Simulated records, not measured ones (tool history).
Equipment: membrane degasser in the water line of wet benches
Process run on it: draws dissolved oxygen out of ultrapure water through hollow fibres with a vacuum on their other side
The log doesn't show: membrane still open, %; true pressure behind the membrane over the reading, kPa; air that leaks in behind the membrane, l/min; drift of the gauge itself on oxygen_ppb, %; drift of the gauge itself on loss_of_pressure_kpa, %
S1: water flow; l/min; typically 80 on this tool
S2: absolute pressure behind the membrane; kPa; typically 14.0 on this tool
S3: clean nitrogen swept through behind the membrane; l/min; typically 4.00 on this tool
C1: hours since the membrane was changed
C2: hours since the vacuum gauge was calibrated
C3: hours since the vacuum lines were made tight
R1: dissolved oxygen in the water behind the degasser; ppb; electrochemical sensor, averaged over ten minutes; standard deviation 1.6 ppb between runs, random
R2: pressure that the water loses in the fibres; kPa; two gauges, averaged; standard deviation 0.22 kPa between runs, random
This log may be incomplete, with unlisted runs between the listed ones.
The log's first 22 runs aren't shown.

| run | hour | S1 | S2 | S3 | C1 | C2 | C3 | R1 | R2 |
|---|---|---|---|---|---|---|---|---|---|
| 23 | 1233.4 | 64 | 21.5 | 9.78 | 3426 | 7572 | 377 | 281.9 | 41.38 |
| 24 | 1301.9 | 64 | 21.5 | 9.78 | 3494 | 7640 | 445 | 279.9 | 41.47 |
| 25 | 1369.6 | 55 | 13.0 | 1.66 | 3562 | 7708 | 513 | 623.7 | 35.63 |
| 26 | 1403.0 | 90 | 10.1 | 2.69 | 3596 | 7741 | 546 | 464.0 | 58.22 |
| 27 | 1479.7 | 80 | 27.9 | 5.90 | 3672 | 7818 | 623 | 712.4 | 51.60 |
| 28 | 1550.8 | 96 | 27.9 | 2.32 | 3743 | 7889 | 694 | 1665.5 | 61.87 |
| 29 | 1595.7 | 54 | 27.9 | 3.73 | 3788 | 7934 | 739 | 748.0 | 35.17 |
| 30 | 1670.4 | 98 | 8.8 | 9.50 | 3863 | 8009 | 814 | 150.5 | 63.08 |
| 31 | 1721.9 | 77 | 8.8 | 9.50 | 3914 | 8060 | 865 | 113.2 | 49.76 |

Alternative continuations, all from the tool just after run 31; predict every row:
| A | 1766.7 | 80 | 14.0 | 1.91 | 3959 | 8105 | 910 | ? | ? |
| B | 1766.7 | 85 | 13.5 | 2.20 | 3959 | 8105 | 910 | ? | ? |
| C | 1766.7 | 82 | 14.6 | 10.37 | 3959 | 8105 | 910 | ? | ? |
| D | 1766.7 | 80 | 13.1 | 4.08 | 3959 | 8105 | 910 | ? | ? |

| run | R1 | R2 |
|---|---|---|
| A | 818.2 | 51.77 |
| B | 741.6 | 54.91 |
| C | 215.7 | 52.94 |
| D | 413.7 | 51.71 |
Without the tool's hidden state the same runs would have given:
| run | R1 | R2 |
|---|---|---|
| A | 834.3 | 51.74 |
| B | 756.2 | 54.89 |
| C | 220.0 | 52.92 |
| D | 421.8 | 51.69 |
